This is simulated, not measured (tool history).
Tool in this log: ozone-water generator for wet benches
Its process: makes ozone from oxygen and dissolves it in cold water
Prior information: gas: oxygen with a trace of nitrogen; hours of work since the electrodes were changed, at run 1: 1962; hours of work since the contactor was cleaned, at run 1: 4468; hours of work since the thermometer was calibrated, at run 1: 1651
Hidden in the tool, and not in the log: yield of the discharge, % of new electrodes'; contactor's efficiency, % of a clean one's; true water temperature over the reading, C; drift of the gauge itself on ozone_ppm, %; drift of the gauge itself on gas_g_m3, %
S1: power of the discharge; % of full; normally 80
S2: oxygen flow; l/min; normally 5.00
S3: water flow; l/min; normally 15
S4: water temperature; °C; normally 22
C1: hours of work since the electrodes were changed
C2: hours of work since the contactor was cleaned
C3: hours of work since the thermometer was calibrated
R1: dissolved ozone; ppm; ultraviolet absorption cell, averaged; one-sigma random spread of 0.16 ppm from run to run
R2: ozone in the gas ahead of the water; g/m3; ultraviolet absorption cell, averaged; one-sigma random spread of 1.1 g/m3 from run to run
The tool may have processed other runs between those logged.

| run | hour | S1 | S2 | S3 | S4 | C1 | C2 | C3 | R1 | R2 |
|---|---|---|---|---|---|---|---|---|---|---|
| 1 | 0.0 | 80 | 5.00 | 15 | 22 | 1962 | 4468 | 1651 | 18.5 | 184.2 |
| 2 | 84.8 | 80 | 5.00 | 15 | 22 | 2024 | 4530 | 1713 | 18.4 | 184.9 |
| 3 | 186.4 | 80 | 5.00 | 15 | 22 | 2097 | 4604 | 1787 | 18.0 | 183.6 |
| 4 | 324.5 | 80 | 5.00 | 15 | 22 | 2198 | 4704 | 1887 | 18.2 | 182.0 |
| 5 | 436.0 | 80 | 5.00 | 15 | 22 | 2279 | 4786 | 1968 | 18.2 | 181.5 |
| 6 | 525.3 | 80 | 5.00 | 15 | 22 | 2344 | 4850 | 2033 | 18.0 | 182.2 |
| 7 | 687.2 | 80 | 5.00 | 15 | 22 | 2462 | 4968 | 2151 | 17.9 | 180.5 |
| 8 | 835.1 | 55 | 5.00 | 15 | 22 | 2569 | 5076 | 2259 | 13.0 | 132.2 |
| 9 | 915.1 | 55 | 5.00 | 15 | 22 | 2628 | 5134 | 2317 | 13.1 | 132.3 |
| 10 | 1007.6 | 55 | 5.00 | 15 | 22 | 2695 | 5201 | 2384 | 12.9 | 132.2 |
| 11 | 1155.7 | 55 | 5.00 | 15 | 22 | 2803 | 5309 | 2492 | 12.9 | 131.4 |
| 12 | 1320.8 | 80 | 5.00 | 15 | 22 | 2923 | 5429 | 2612 | 17.5 | 181.3 |
| 13 | 1460.2 | 80 | 5.00 | 15 | 22 | 3024 | 5531 | 2714 | 17.8 | 180.8 |
| 14 | 1638.1 | 80 | 5.00 | 15 | 20 | 3153 | 5660 | 2843 | 18.2 | 179.5 |
| 15 | 1797.7 | 80 | 4.02 | 15 | 22 | 3270 | 5776 | 2959 | 18.4 | 207.7 |
| 16 | 1874.1 | 72 | 5.00 | 15 | 22 | 3325 | 5832 | 3015 | 15.9 | 163.1 |
| 17 | 2009.5 | 80 | 3.32 | 10 | 22 | 3424 | 5930 | 3113 | 26.6 | 237.2 |
| 18 | 2135.6 | 80 | 3.32 | 10 | 22 | 3515 | 6022 | 3205 | 26.6 | 235.5 |
| 19 | 2251.6 | 88 | 6.36 | 24 | 22 | 3600 | 6106 | 3289 | 11.5 | 161.8 |
| 20 | 2382.5 | 41 | 5.00 | 15 | 22 | 3695 | 6201 | 3384 | 9.8 | 101.5 |
| 21 | 2547.6 | 80 | 5.00 | 23 | 22 | 3815 | 6322 | 3505 | 11.8 | 176.9 |
| 22 | 2669.6 | 80 | 5.00 | 14 | 19 | 3904 | 6410 | 3593 | 18.7 | 177.6 |
| 23 | 2796.9 | 100 | 4.47 | 15 | 22 | 3996 | 6503 | 3686 | 21.0 | 228.2 |
| 24 | 2947.1 | 100 | 4.47 | 15 | 22 | 4106 | 6612 | 3795 | 20.7 | 228.7 |
| 25 | 3047.9 | 100 | 4.47 | 15 | 22 | 4179 | 6685 | 3868 | 20.8 | 225.7 |
| 26 | 3211.8 | 86 | 6.83 | 15 | 24 | 4298 | 6805 | 3988 | 15.5 | 147.2 |
| 27 | 3307.8 | 80 | 3.76 | 22 | 26 | 4368 | 6875 | 4058 | 11.5 | 212.3 |
| 28 | 3392.0 | 80 | 7.40 | 13 | 22 | 4429 | 6936 | 4119 | 16.6 | 131.9 |
|  | 3445.3 | water thermometer calibrated |
| 29 | 3573.0 | 78 | 7.40 | 13 | 16 | 4561 | 7067 | 93 | 18.2 | 128.7 |
| 30 | 3668.6 | 78 | 7.40 | 13 | 16 | 4630 | 7137 | 162 | 18.4 | 127.6 |
| 31 | 3772.8 | 78 | 7.40 | 13 | 16 | 4706 | 7212 | 238 | 18.4 | 128.0 |
| 32 | 3873.7 | 78 | 7.40 | 13 | 16 | 4779 | 7286 | 312 | 18.1 | 126.0 |

Here are 5 independent what-if runs from the current tool condition. What would each one return?
| A | 3987.9 | 78 | 7.40 | 12 | 16 | 4862 | 7369 | 395 | ? | ? |
| B | 3987.9 | 78 | 7.40 | 13 | 20 | 4862 | 7369 | 395 | ? | ? |
| C | 3987.9 | 80 | 2.88 | 15 | 22 | 4862 | 7369 | 395 | ? | ? |
| D | 3987.9 | 78 | 7.40 | 10 | 16 | 4862 | 7369 | 395 | ? | ? |
| E | 3987.9 | 80 | 2.99 | 15 | 22 | 4862 | 7369 | 395 | ? | ? |

| run | R1 | R2 |
|---|---|---|
| A | 19.0 | 126.5 |
| B | 16.8 | 127.7 |
| C | 17.8 | 253.4 |
| D | 21.7 | 126.5 |
| E | 18.1 | 245.6 |
Take away the tool's hidden state, keep each run's random variation, and the runs would have read:
| run | R1 | R2 |
|---|---|---|
| A | 23.1 | 142.7 |
| B | 20.5 | 144.1 |
| C | 21.9 | 286.5 |
| D | 26.2 | 142.8 |
| E | 22.3 | 277.7 |
